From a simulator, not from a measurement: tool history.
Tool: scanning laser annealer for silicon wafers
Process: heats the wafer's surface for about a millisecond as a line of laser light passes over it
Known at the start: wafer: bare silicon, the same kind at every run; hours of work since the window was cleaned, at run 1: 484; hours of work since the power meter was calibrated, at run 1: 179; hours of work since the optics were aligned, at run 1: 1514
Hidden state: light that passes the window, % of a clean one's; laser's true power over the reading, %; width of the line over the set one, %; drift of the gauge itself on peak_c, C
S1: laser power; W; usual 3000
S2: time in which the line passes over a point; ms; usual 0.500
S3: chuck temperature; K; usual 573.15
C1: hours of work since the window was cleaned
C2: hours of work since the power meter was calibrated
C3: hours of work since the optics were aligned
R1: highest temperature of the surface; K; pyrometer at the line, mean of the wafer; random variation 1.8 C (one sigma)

run	hour	S1	S2	S3	C1	C2	C3	R1
1	0.0	3000	0.500	573.15	484	179	1514	1313.15
2	9.2	3000	0.500	573.15	489	184	1519	1307.15
3	16.4	3000	0.500	573.15	493	188	1523	1309.15
4	25.4	3000	0.500	573.15	497	192	1527	1308.15
5	34.3	3000	0.500	573.15	502	197	1532	1311.15
6	39.7	3097	0.500	573.15	505	200	1535	1343.15
7	48.0	3097	0.500	573.15	509	204	1539	1341.15
8	52.6	3097	0.500	573.15	511	206	1541	1342.15
9	58.8	2591	0.593	550.15	515	209	1545	1217.15
10	63.2	3000	0.607	538.15	517	212	1547	1350.15
11	69.4	2681	0.421	562.15	520	215	1550	1146.15
12	75.4	3276	0.573	573.15	523	218	1553	1456.15
13	80.7	2630	0.430	610.15	526	221	1556	1183.15

5 ways to go on from here, each from the tool as it stands after run 13. What would each give?
A	84.8	3000	0.593	573.15	528	223	1558	?
B	84.8	3000	0.556	553.15	528	223	1558	?
C	84.8	2630	0.387	597.15	528	223	1558	?
D	84.8	2858	0.449	593.15	528	223	1558	?
E	84.8	2630	0.422	612.15	528	223	1558	?

run	R1
A	1375.15
B	1325.15
C	1141.15
D	1249.15
E	1180.15
Without the tool's hidden state the same runs would have given:
run	R1
A	1375.15
B	1325.15
C	1142.15
D	1249.15
E	1180.15
